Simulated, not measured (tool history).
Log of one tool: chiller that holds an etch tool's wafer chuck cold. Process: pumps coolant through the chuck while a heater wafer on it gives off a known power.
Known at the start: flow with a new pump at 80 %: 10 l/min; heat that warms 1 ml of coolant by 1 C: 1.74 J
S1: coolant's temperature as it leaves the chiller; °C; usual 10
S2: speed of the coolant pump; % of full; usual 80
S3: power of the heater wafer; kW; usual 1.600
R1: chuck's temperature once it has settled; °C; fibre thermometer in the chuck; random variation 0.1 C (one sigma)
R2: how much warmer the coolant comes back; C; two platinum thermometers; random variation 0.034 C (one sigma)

run    hour  S1  S2     S3    R1    R2
  1     0.0  10  80  1.600  20.9  5.49
  2   102.2  10  80  1.600  20.7  5.47
  3   258.0  10  61  1.600  23.3  7.46
  4   345.8  10  61  1.600  23.0  7.46
  5   503.1  10  61  1.600  23.0  7.44
  6   678.1  10  61  1.600  22.9  7.37
      740.1  -- chiller's thermometer calibrated
  7   847.0  10  80  1.600  20.9  5.37
  8  1009.9  10  80  1.600  20.8  5.44
  9  1121.3  10  80  1.600  20.8  5.34
 10  1270.0  10  80  1.600  20.8  5.32
 11  1415.8  10  80  1.600  20.8  5.29
 12  1544.9  10  80  1.600  20.8  5.26
     1616.6  -- coolant changed, channels flushed
 13  1636.6  10  80  1.736  21.7  5.77
     1754.1  -- gauge calibrated
 14  1760.7   2  80  1.600  12.8  5.51
 15  1890.1   2  80  1.600  12.8  5.48
 16  2063.0   2  80  1.600  12.8  5.49
 17  2249.5  15  67  1.600  27.2  6.65

Run 18 comes next. What will it give?
 18  2386.1  15  67  1.600   ?   ?

Run 18 gave R1 27.2 °C, R2 6.62 C.
Without the tool's hidden state the same run would have given R1 27.2 °C, R2 6.72 C.

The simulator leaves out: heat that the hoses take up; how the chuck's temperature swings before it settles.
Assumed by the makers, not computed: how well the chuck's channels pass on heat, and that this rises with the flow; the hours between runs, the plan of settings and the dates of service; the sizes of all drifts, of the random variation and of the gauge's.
